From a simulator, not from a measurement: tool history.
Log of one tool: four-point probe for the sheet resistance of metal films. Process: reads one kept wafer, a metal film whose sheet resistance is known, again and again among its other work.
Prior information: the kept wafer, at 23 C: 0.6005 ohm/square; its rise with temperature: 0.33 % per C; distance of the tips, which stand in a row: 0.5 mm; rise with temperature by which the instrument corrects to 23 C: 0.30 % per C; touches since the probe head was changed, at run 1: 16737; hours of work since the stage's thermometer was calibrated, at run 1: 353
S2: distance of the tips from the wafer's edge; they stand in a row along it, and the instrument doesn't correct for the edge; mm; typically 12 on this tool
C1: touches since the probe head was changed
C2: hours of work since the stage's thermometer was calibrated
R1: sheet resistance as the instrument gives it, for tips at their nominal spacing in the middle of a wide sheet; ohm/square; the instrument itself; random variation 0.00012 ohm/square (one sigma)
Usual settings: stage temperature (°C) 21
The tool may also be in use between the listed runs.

Run 1, hour 0: usual settings; C1 16737; C2 353. Result: R1 0.59793 ohm/square.
Run 2, hour 7: usual settings; C1 17064; C2 358. Result: R1 0.597685 ohm/square.
Run 3, hour 18.6: usual settings but S2 8 mm; C1 17604; C2 365. Result: R1 0.59865 ohm/square.
Run 4, hour 27: usual settings but stage temperature (°C) 31, S2 8 mm; C1 17992; C2 371. Result: R1 0.600435 ohm/square.
Run 5, hour 42: usual settings but stage temperature (°C) 31, S2 8 mm; C1 18693; C2 381. Result: R1 0.600394 ohm/square.
Run 6, hour 49.9: usual settings but stage temperature (°C) 31, S2 8 mm; C1 19063; C2 386. Result: R1 0.600285 ohm/square.
Run 7, hour 61.8: usual settings but stage temperature (°C) 25, S2 8 mm; C1 19615; C2 394. Result: R1 0.599182 ohm/square.
Run 8, hour 76.5: usual settings but S2 47 mm; C1 20302; C2 404. Result: R1 0.597216 ohm/square.
Run 9, hour 86.1: usual settings but S2 47 mm; C1 20744; C2 410. Result: R1 0.59728 ohm/square.
Run 10, hour 97.5: usual settings but S2 47 mm; C1 21276; C2 418. Result: R1 0.597384 ohm/square.
Run 11, hour 113: usual settings; C1 22001; C2 428. Result: R1 0.597657 ohm/square.
Run 12, hour 121.3: usual settings; C1 22383; C2 434. Result: R1 0.59759 ohm/square.
Run 13, hour 134.8: usual settings; C1 23012; C2 443. Result: R1 0.597513 ohm/square.
Run 14, hour 149.2: usual settings but stage temperature (°C) 26; C1 23684; C2 452. Result: R1 0.598707 ohm/square.
Run 15, hour 159: usual settings but stage temperature (°C) 32; C1 24142; C2 459. Result: R1 0.599499 ohm/square.
Run 16, hour 176.3: usual settings but stage temperature (°C) 32; C1 24948; C2 470. Result: R1 0.599519 ohm/square.
Run 17, hour 188.6: usual settings but stage temperature (°C) 30; C1 25517; C2 478. Result: R1 0.599118 ohm/square.
Run 18, hour 203.4: usual settings but stage temperature (°C) 19, S2 7 mm; C1 26210; C2 488. Result: R1 0.598022 ohm/square.
Run 19, hour 212.7: usual settings but stage temperature (°C) 18; C1 26641; C2 495. Result: R1 0.596963 ohm/square.
Run 20, hour 227.8: usual settings but stage temperature (°C) 27; C1 27343; C2 505. Result: R1 0.598541 ohm/square.
Run 21, hour 240.6: usual settings but stage temperature (°C) 34, S2 35 mm; C1 27942; C2 513. Result: R1 0.599397 ohm/square.
At hour 242.7: stage's thermometer calibrated.
Run 22, hour 251.1: usual settings but stage temperature (°C) 28, S2 11 mm; C1 28404; C2 6. Result: R1 0.599053 ohm/square.
Run 23, hour 261.1: usual settings but S2 31 mm; C1 28870; C2 12. Result: R1 0.596975 ohm/square.
Run 24, hour 271.1: usual settings but stage temperature (°C) 20, S2 4 mm; C1 29337; C2 19. Result: R1 0.601884 ohm/square.
Run 25, hour 279.6: usual settings but stage temperature (°C) 28, S2 7 mm; C1 29732; C2 25. Result: R1 0.599618 ohm/square.
Run 26, hour 295.9: usual settings but stage temperature (°C) 28, S2 7 mm; C1 30493; C2 35. Result: R1 0.60001 ohm/square.
Run 27, hour 303.5: usual settings but stage temperature (°C) 28, S2 7 mm; C1 30847; C2 40. Result: R1 0.599796 ohm/square.

Forecast run 28:
Run 28, hour 320: usual settings but stage temperature (°C) 35, S2 16 mm; C1 31615; C2 51. Result: R1 ?.

Logged for run 28: R1 0.59968 ohm/square.
The same run, on a tool lacking any hidden state, would have yielded R1 0.602926 ohm/square.
